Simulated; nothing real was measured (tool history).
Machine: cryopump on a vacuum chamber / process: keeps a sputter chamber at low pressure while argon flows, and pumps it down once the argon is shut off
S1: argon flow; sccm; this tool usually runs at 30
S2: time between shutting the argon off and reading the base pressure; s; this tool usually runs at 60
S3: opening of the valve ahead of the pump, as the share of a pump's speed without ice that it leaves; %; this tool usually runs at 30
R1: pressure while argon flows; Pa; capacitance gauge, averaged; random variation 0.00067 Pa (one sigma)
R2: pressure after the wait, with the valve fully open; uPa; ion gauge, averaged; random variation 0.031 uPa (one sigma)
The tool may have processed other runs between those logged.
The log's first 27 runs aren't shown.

Run 28, hour 1240.1: usual settings but S1 58 sccm, S2 231 s. Result: R1 0.2218 Pa, R2 2.09 uPa.
Run 29, hour 1269.3: usual settings but S1 58 sccm, S2 231 s. Result: R1 0.2221 Pa, R2 2.13 uPa.
Run 30, hour 1315.7: usual settings but S1 13 sccm, S2 165 s, S3 33 %. Result: R1 0.0447 Pa, R2 2.3 uPa.
Run 31, hour 1373.2: usual settings but S1 13 sccm, S2 165 s, S3 33 %. Result: R1 0.0448 Pa, R2 2.21 uPa.
Run 32, hour 1401.8: usual settings but S1 13 sccm, S2 43 s, S3 51 %. Result: R1 0.0297 Pa, R2 3.72 uPa.
Run 33, hour 1455.8: usual settings but S1 13 sccm, S2 43 s, S3 51 %. Result: R1 0.0302 Pa, R2 3.77 uPa.
Run 34, hour 1483.9: usual settings but S1 57 sccm, S2 149 s, S3 18 %. Result: R1 0.3621 Pa, R2 2.47 uPa.
Run 35, hour 1541.2: usual settings but S1 52 sccm, S2 68 s. Result: R1 0.2011 Pa, R2 3.17 uPa.

Alternative continuations, all from the tool just after run 35; predict every row:
Run A, hour 1609.7: usual settings but S1 38 sccm, S2 149 s, S3 17 %. Result: R1 ?, R2 ?.
Run B, hour 1609.7: usual settings but S1 53 sccm, S3 57 %. Result: R1 ?, R2 ?.
Run C, hour 1609.7: usual settings but S1 37 sccm, S2 50 s, S3 54 %. Result: R1 ?, R2 ?.

run      R1    R2
  A  0.2574  2.53
  B  0.1118  3.36
  C  0.0811  3.62
What these runs would have given with no unlogged condition in the tool:
run      R1    R2
  A  0.2527  0.78
  B  0.1052  1.57
  C  0.0765  1.85
